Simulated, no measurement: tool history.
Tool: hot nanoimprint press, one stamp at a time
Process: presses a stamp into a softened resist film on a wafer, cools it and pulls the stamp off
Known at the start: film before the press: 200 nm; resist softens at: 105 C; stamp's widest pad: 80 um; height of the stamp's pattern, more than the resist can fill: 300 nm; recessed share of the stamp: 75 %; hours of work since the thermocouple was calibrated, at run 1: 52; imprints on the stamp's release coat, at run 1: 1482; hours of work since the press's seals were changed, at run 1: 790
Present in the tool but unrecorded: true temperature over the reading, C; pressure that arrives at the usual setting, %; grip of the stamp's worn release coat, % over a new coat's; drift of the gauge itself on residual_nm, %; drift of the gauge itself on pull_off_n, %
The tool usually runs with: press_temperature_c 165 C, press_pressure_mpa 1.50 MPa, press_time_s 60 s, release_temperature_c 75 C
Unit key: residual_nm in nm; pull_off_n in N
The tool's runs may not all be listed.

| run | day | press_temperature_c | press_pressure_mpa | press_time_s | release_temperature_c | hours of work since the thermocouple was calibrated | imprints on the stamp's release coat | hours of work since the press's seals were changed | residual_nm | pull_off_n |
|---|---|---|---|---|---|---|---|---|---|---|
| 1 | 0.000 | 165 | 1.50 | 60 | 75 | 52 | 1482 | 790 | 117.4 | 132 |
| 2 | 1.525 | 165 | 2.32 | 60 | 75 | 76 | 1650 | 814 | 101.0 | 132 |
| 3 | 2.879 | 168 | 2.32 | 60 | 75 | 97 | 1799 | 835 | 85.3 | 136 |
| 4 | 4.225 | 168 | 2.32 | 60 | 75 | 119 | 1947 | 856 | 85.2 | 134 |
|  | 5.404 | stamp cleaned and given a new release coat |
| 5 | 6.008 | 165 | 1.50 | 60 | 75 | 143 | 66 | 881 | 117.6 | 136 |
| 6 | 7.067 | 165 | 1.50 | 60 | 75 | 159 | 183 | 897 | 117.9 | 130 |
| 7 | 8.342 | 165 | 1.46 | 118 | 75 | 179 | 323 | 917 | 93.8 | 134 |
|  | 9.912 | press's hydraulic seals changed and the load cell set to zero |
| 8 | 9.917 | 165 | 1.46 | 118 | 75 | 199 | 460 | 0 | 93.6 | 134 |
| 9 | 11.183 | 174 | 1.01 | 67 | 79 | 219 | 599 | 20 | 83.1 | 124 |
| 10 | 12.221 | 170 | 1.50 | 48 | 70 | 235 | 713 | 36 | 99.3 | 144 |
| 11 | 14.079 | 167 | 1.50 | 79 | 75 | 265 | 918 | 66 | 96.5 | 129 |

Alternative continuations, all from the tool just after run 11; predict every row:
|  | 14.900 | plate thermocouple calibrated |
| A | 15.192 | 166 | 1.50 | 34 | 64 | 5 | 1026 | 81 | ? | ? |
|  | 14.900 | plate thermocouple calibrated |
| B | 15.192 | 162 | 1.50 | 60 | 75 | 5 | 1026 | 81 | ? | ? |
|  | 14.900 | plate thermocouple calibrated |
| C | 15.192 | 174 | 1.50 | 45 | 75 | 5 | 1026 | 81 | ? | ? |

| run | residual_nm | pull_off_n |
|---|---|---|
| A | 134.4 | 165 |
| B | 135.7 | 131 |
| C | 83.0 | 136 |
With no hidden state in the tool, these same runs would have given:
| run | residual_nm | pull_off_n |
|---|---|---|
| A | 133.4 | 163 |
| B | 134.7 | 130 |
| C | 82.4 | 135 |

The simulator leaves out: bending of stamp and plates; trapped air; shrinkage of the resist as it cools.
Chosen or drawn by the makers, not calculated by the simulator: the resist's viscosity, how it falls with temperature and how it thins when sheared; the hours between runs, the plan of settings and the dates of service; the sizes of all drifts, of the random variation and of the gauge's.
